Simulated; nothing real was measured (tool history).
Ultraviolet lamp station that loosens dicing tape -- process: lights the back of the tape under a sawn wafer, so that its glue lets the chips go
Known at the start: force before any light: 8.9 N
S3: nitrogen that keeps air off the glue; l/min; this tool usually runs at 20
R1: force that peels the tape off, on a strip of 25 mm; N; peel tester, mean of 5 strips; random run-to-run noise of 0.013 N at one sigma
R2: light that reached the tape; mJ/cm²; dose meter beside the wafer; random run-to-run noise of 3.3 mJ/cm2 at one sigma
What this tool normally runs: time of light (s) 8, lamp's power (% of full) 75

{"run": 1, "hour": 0.0, "time of light (s)": 8, "lamp's power (% of full)": 75, "S3": 20, "R1": 0.8, "R2": 441}
{"run": 2, "hour": 12.0, "time of light (s)": 12, "lamp's power (% of full)": 75, "S3": 20, "R1": 0.34, "R2": 657}
{"run": 3, "hour": 18.6, "time of light (s)": 12, "lamp's power (% of full)": 75, "S3": 9, "R1": 0.606, "R2": 654}
{"run": 4, "hour": 33.1, "time of light (s)": 12, "lamp's power (% of full)": 69, "S3": 9, "R1": 0.758, "R2": 597}
{"run": 5, "hour": 48.9, "time of light (s)": 12, "lamp's power (% of full)": 69, "S3": 20, "R1": 0.413, "R2": 591}
{"run": 6, "hour": 58.5, "time of light (s)": 9, "lamp's power (% of full)": 75, "S3": 20, "R1": 0.661, "R2": 484}
{"run": 7, "hour": 71.2, "time of light (s)": 9, "lamp's power (% of full)": 75, "S3": 20, "R1": 0.674, "R2": 485}
{"run": 8, "hour": 83.1, "time of light (s)": 9, "lamp's power (% of full)": 75, "S3": 20, "R1": 0.689, "R2": 478}
{"run": 9, "hour": 90.9, "time of light (s)": 4, "lamp's power (% of full)": 75, "S3": 20, "R1": 2.791, "R2": 211}
{"hour": 92.9, "done": "window cleaned of glue's vapour"}
{"run": 10, "hour": 99.1, "time of light (s)": 8, "lamp's power (% of full)": 81, "S3": 20, "R1": 0.791, "R2": 442}
{"run": 11, "hour": 112.2, "time of light (s)": 8, "lamp's power (% of full)": 81, "S3": 29, "R1": 0.664, "R2": 445}
{"run": 12, "hour": 124.2, "time of light (s)": 8, "lamp's power (% of full)": 81, "S3": 29, "R1": 0.671, "R2": 435}
{"hour": 127.2, "done": "window cleaned of glue's vapour, once more"}
{"run": 13, "hour": 133.0, "time of light (s)": 8, "lamp's power (% of full)": 60, "S3": 29, "R1": 1.004, "R2": 357}
{"run": 14, "hour": 147.4, "time of light (s)": 8, "lamp's power (% of full)": 61, "S3": 35, "R1": 0.919, "R2": 360}
{"run": 15, "hour": 154.5, "time of light (s)": 8, "lamp's power (% of full)": 61, "S3": 35, "R1": 0.931, "R2": 361}
{"run": 16, "hour": 161.9, "time of light (s)": 5, "lamp's power (% of full)": 65, "S3": 7, "R1": 3.44, "R2": 243}
{"run": 17, "hour": 170.0, "time of light (s)": 5, "lamp's power (% of full)": 65, "S3": 7, "R1": 3.54, "R2": 239}
{"run": 18, "hour": 180.7, "time of light (s)": 5, "lamp's power (% of full)": 65, "S3": 7, "R1": 3.498, "R2": 234}
{"run": 19, "hour": 190.6, "time of light (s)": 13, "lamp's power (% of full)": 95, "S3": 12, "R1": 0.258, "R2": 896}
{"run": 20, "hour": 201.9, "time of light (s)": 8, "lamp's power (% of full)": 75, "S3": 6, "R1": 1.802, "R2": 435}
{"run": 21, "hour": 208.9, "time of light (s)": 8, "lamp's power (% of full)": 75, "S3": 6, "R1": 1.755, "R2": 431}
{"run": 22, "hour": 220.3, "time of light (s)": 7, "lamp's power (% of full)": 60, "S3": 32, "R1": 1.363, "R2": 305}
{"run": 23, "hour": 227.1, "time of light (s)": 14, "lamp's power (% of full)": 80, "S3": 32, "R1": 0.195, "R2": 812}

What if the next run were any one of these 5? Each begins from the tool's condition after run 23:
{"run": "A", "hour": 240.0, "time of light (s)": 15, "lamp's power (% of full)": 94, "S3": 17, "R1": "?", "R2": "?"}
{"run": "B", "hour": 240.0, "time of light (s)": 10, "lamp's power (% of full)": 93, "S3": 27, "R1": "?", "R2": "?"}
{"run": "C", "hour": 240.0, "time of light (s)": 8, "lamp's power (% of full)": 75, "S3": 26, "R1": "?", "R2": "?"}
{"run": "D", "hour": 240.0, "time of light (s)": 8, "lamp's power (% of full)": 60, "S3": 28, "R1": "?", "R2": "?"}
{"run": "E", "hour": 240.0, "time of light (s)": 8, "lamp's power (% of full)": 70, "S3": 20, "R1": "?", "R2": "?"}

run=A R1=0.181 R2=1001
run=B R1=0.287 R2=663
run=C R1=0.705 R2=432
run=D R1=1.114 R2=345
run=E R1=0.983 R2=400
Had the tool no hidden state, the same runs would have come out as:
run=A R1=0.160 R2=1197
run=B R1=0.214 R2=792
run=C R1=0.473 R2=516
run=D R1=0.775 R2=412
run=E R1=0.677 R2=478
